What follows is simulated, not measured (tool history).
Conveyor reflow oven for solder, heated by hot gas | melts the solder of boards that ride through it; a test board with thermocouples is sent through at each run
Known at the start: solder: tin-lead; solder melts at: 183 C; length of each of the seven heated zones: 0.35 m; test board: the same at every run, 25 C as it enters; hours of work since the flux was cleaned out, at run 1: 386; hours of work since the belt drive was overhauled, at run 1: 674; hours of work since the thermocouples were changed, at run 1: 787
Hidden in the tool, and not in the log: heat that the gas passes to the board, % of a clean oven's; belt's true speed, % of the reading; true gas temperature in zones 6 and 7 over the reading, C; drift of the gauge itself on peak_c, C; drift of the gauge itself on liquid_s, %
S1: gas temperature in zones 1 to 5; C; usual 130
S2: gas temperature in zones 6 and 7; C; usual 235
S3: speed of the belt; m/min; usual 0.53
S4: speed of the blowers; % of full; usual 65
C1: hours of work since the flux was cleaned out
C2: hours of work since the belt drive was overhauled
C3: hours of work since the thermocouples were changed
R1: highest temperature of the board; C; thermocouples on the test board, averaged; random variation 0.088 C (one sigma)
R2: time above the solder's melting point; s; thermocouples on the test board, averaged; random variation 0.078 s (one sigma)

run   hour   S1   S2     S3  S4   C1    C2   C3      R1     R2
  1      0  130  235   0.53  65  386   674  787  217.53  58.05
  2   27.6  130  235   0.53  65  405   693  807  217.62  58.18
  3     47  116  235   0.53  65  419   707  820  215.05  51.83
  4     61  119  235   0.53  65  429   717  830   215.7  52.98
      74.6  -- flux residue cleaned out of gas plates and filters
  5   95.4  138  235   0.53  65   15   738  851  219.71   62.9
  6  114.3  138  235   0.53  65   28   751  864  219.71  62.75
  7  139.5  130  235   0.53  65   46   769  882  218.35  59.06
  8  157.3  130  235   0.53  65   59   781  895  218.39  59.09
  9  181.3  130  235   0.53  65   76   798  912  218.29  59.06
 10  210.3  130  226   0.53  65   96   819  932  210.16  52.18
 11  238.1  130  235   0.53  65  116   839  952  218.08  58.88
       248  -- thermocouples of zones 6 and 7 changed
 12  254.7  130  223   0.53  65  126   849    5  207.98  49.79
 13  283.6  121  223   0.53  65  147   869   25  206.24  45.29
 14  306.5  121  223   0.53  65  163   886   41   206.2  45.24
 15    331  121  223   0.53  65  180   903   59  206.24  45.12
 16  352.4  121  223   0.53  65  195   918   74  206.23  44.98
 17    374  121  223   0.53  65  211   933   89  206.13  44.98
 18  397.9  133  235   0.53  65  228   950  106   218.8  60.59
 19  424.3  130  235  0.597  65  246   969  125  214.02  48.45
 20  436.4  130  235  0.597  65  255   978  133  214.18  48.49
 21  457.4  137  227   0.53  65  270   993  148  212.19  56.58
 22  474.6  132  224  0.521  65  282  1005  161  209.05  52.89
 23  500.5  132  224  0.521  65  300  1023  179  209.08  52.94
 24  524.7  131  230  0.544  51  317  1040  196  209.19  49.09
 25  536.9  131  230  0.544  51  326  1049  205  209.32  48.93
     543.1  -- belt drive overhauled, speed set with a stopwatch
 26  566.4  131  250  0.544  79  344    17  223  232.79  66.14
 27  587.1  131  250  0.544  79  359    31  237  232.67  66.02
 28  599.3  131  250  0.544  79  367    40  246  232.65  66.13
 29    616  121  241  0.479  61  379    52  258  223.55  65.68
 30  645.7  130  247   0.53  53  400    73  279  224.54  61.93
 31    664  130  247   0.53  53  413    86  292  224.56  61.96

Some steps in R1 between neighbouring runs. How much of each would the tool show without its hidden state too (settings, what came in, random variation), and how much is left for the hidden state, with any gauge scatter that isn't in both results?
Run 4 -> 5: S1 119 -> 138, flux residue cleaned out of gas plates and filters. R1 +4.01 C: hidden state +1.14, all else +2.87.
Run 11 -> 12: S2 235 -> 223, thermocouples of zones 6 and 7 changed. R1 -10.1 C: hidden state +0.41, all else -10.51.
Run 17 -> 18: S1 121 -> 133, S2 223 -> 235. R1 +12.67 C: hidden state -0.06, all else +12.73.
Run 25 -> 26: S2 230 -> 250, S4 51 -> 79, belt drive overhauled, speed set with a stopwatch. R1 +23.47 C: hidden state -1.21, all else +24.68.
